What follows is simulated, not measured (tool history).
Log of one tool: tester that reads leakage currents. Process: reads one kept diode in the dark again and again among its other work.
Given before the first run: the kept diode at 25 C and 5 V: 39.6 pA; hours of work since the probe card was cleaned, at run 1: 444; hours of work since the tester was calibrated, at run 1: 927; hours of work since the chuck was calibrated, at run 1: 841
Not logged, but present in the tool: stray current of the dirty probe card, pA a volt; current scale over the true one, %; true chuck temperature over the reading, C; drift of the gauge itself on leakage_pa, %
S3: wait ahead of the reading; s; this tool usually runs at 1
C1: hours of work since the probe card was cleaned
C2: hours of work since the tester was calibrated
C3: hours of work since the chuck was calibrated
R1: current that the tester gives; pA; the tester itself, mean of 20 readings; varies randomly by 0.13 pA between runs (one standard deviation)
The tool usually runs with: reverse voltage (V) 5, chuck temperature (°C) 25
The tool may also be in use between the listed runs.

{"run": 1, "day": 0.0, "reverse voltage (V)": 5, "chuck temperature (°C)": 25, "S3": 1, "C1": 444, "C2": 927, "C3": 841, "R1": 48.71}
{"run": 2, "day": 1.375, "reverse voltage (V)": 5, "chuck temperature (°C)": 26, "S3": 1, "C1": 460, "C2": 944, "C3": 857, "R1": 52.46}
{"run": 3, "day": 3.112, "reverse voltage (V)": 5, "chuck temperature (°C)": 26, "S3": 1, "C1": 481, "C2": 965, "C3": 878, "R1": 52.62}
{"run": 4, "day": 4.171, "reverse voltage (V)": 5, "chuck temperature (°C)": 25, "S3": 0.65, "C1": 494, "C2": 977, "C3": 891, "R1": 50.05}
{"day": 4.379, "done": "tester calibrated"}
{"run": 5, "day": 5.525, "reverse voltage (V)": 5, "chuck temperature (°C)": 23, "S3": 1, "C1": 509, "C2": 14, "C3": 906, "R1": 43.81}
{"run": 6, "day": 6.879, "reverse voltage (V)": 5, "chuck temperature (°C)": 23, "S3": 1, "C1": 525, "C2": 30, "C3": 922, "R1": 44.02}
{"run": 7, "day": 8.729, "reverse voltage (V)": 4.88, "chuck temperature (°C)": 25, "S3": 1, "C1": 548, "C2": 52, "C3": 944, "R1": 49.32}
{"run": 8, "day": 10.071, "reverse voltage (V)": 5, "chuck temperature (°C)": 25, "S3": 1, "C1": 564, "C2": 68, "C3": 961, "R1": 50.37}
{"run": 9, "day": 11.383, "reverse voltage (V)": 5, "chuck temperature (°C)": 25, "S3": 7.44, "C1": 580, "C2": 84, "C3": 976, "R1": 49.9}
{"day": 12.188, "done": "tester calibrated, once more"}
{"run": 10, "day": 12.617, "reverse voltage (V)": 4.39, "chuck temperature (°C)": 39, "S3": 0.63, "C1": 593, "C2": 5, "C3": 990, "R1": 114.98}
{"run": 11, "day": 13.662, "reverse voltage (V)": 4.39, "chuck temperature (°C)": 35, "S3": 5.11, "C1": 606, "C2": 18, "C3": 1003, "R1": 87.98}
{"run": 12, "day": 15.496, "reverse voltage (V)": 5, "chuck temperature (°C)": 25, "S3": 1.94, "C1": 628, "C2": 40, "C3": 1025, "R1": 50.35}
{"run": 13, "day": 16.579, "reverse voltage (V)": 1.46, "chuck temperature (°C)": 44, "S3": 3.07, "C1": 641, "C2": 53, "C3": 1038, "R1": 88.53}
{"run": 14, "day": 18.571, "reverse voltage (V)": 1.46, "chuck temperature (°C)": 44, "S3": 3.07, "C1": 665, "C2": 77, "C3": 1062, "R1": 89.5}
{"run": 15, "day": 20.1, "reverse voltage (V)": 9.35, "chuck temperature (°C)": 24, "S3": 0.83, "C1": 683, "C2": 95, "C3": 1080, "R1": 71}

5 options for the next run, each taken on its own from the tool as it stands now. Forecast them:
{"run": "A", "day": 22.017, "reverse voltage (V)": 2.22, "chuck temperature (°C)": 25, "S3": 1, "C1": 706, "C2": 118, "C3": 1103, "R1": "?"}
{"run": "B", "day": 22.017, "reverse voltage (V)": 2.45, "chuck temperature (°C)": 32, "S3": 5.71, "C1": 706, "C2": 118, "C3": 1103, "R1": "?"}
{"run": "C", "day": 22.017, "reverse voltage (V)": 2.26, "chuck temperature (°C)": 25, "S3": 0.59, "C1": 706, "C2": 118, "C3": 1103, "R1": "?"}
{"run": "D", "day": 22.017, "reverse voltage (V)": 13.77, "chuck temperature (°C)": 24, "S3": 2.87, "C1": 706, "C2": 118, "C3": 1103, "R1": "?"}
{"run": "E", "day": 22.017, "reverse voltage (V)": 10.42, "chuck temperature (°C)": 45, "S3": 0.97, "C1": 706, "C2": 118, "C3": 1103, "R1": "?"}

run=A R1=32.66
run=B R1=54.43
run=C R1=33.79
run=D R1=87.75
run=E R1=266.81
What these runs would have given with no unlogged condition in the tool:
run=A R1=26.82
run=B R1=46.32
run=C R1=27.78
run=D R1=62.27
run=E R1=230.97
